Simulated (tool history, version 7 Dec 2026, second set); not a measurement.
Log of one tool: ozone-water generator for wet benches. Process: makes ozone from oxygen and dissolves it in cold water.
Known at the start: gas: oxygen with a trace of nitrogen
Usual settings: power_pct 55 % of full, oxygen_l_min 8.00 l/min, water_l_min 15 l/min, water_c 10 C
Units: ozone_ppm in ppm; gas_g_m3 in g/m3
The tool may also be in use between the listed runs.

run,hour,power_pct,oxygen_l_min,water_l_min,water_c,ozone_ppm,gas_g_m3
1,0.0,55,8.00,15,10,28.4,206.9
2,90.0,55,8.00,15,10,28.1,209.9
3,150.5,96,8.00,15,10,46.7,342.8
4,251.0,96,8.00,15,10,45.8,342.4
5,308.6,96,8.00,15,10,45.9,341.4
6,392.3,96,8.00,15,15,41.4,340.9
7,439.4,96,8.00,15,15,41.4,338.3
8,514.7,55,8.00,15,10,27.9,205.3
9,573.0,55,8.00,15,13,26.2,210.6
10,623.7,55,8.00,15,13,26.0,208.8
11,702.4,55,8.00,15,13,26.4,206.3
12,750.4,55,8.00,15,13,26.2,208.1
# hour 757.8: water thermometer calibrated
13,795.7,55,8.00,15,13,26.2,206.1
14,888.6,55,8.00,15,13,26.3,206.1
15,933.8,51,8.00,15,10,25.8,194.4
16,1022.0,68,4.76,15,10,32.1,315.4
17,1103.8,68,4.76,15,10,32.0,309.7
18,1182.8,55,8.00,15,10,27.0,207.3
19,1229.1,55,8.00,15,10,27.4,204.6
# hour 1324.8: water thermometer calibrated, once more
20,1329.2,55,8.00,15,12,26.5,206.4
21,1429.0,55,7.24,15,13,25.8,215.6
22,1494.6,44,7.24,15,8,23.4,177.5
23,1567.1,55,8.00,15,18,23.5,205.7
24,1625.6,55,6.53,13,10,30.0,223.0
25,1698.4,55,6.53,13,10,29.9,224.2
26,1784.2,55,6.53,13,10,30.0,223.3
27,1847.2,55,6.53,13,10,30.1,226.3
28,1941.6,55,10.43,17,10,25.0,183.1

Some steps in ozone_ppm between neighbouring runs. How much of each would the tool show without its hidden state too (settings, what came in, random variation), and how much is left for the hidden state, with any gauge scatter that isn't in both results?
The hidden state here: yield of the discharge, % of new electrodes'; contactor's efficiency, % of a clean one's; true water temperature over the reading, C; drift of the gauge itself on ozone_ppm, %; drift of the gauge itself on gas_g_m3, %.
Run 2 -> 3: power_pct 55 -> 96. ozone_ppm +18.6 ppm: hidden state -3.3, all else +21.9.
Run 7 -> 8: power_pct 96 -> 55, water_c 15 -> 10. ozone_ppm -13.5 ppm: hidden state +2.7, all else -16.2.
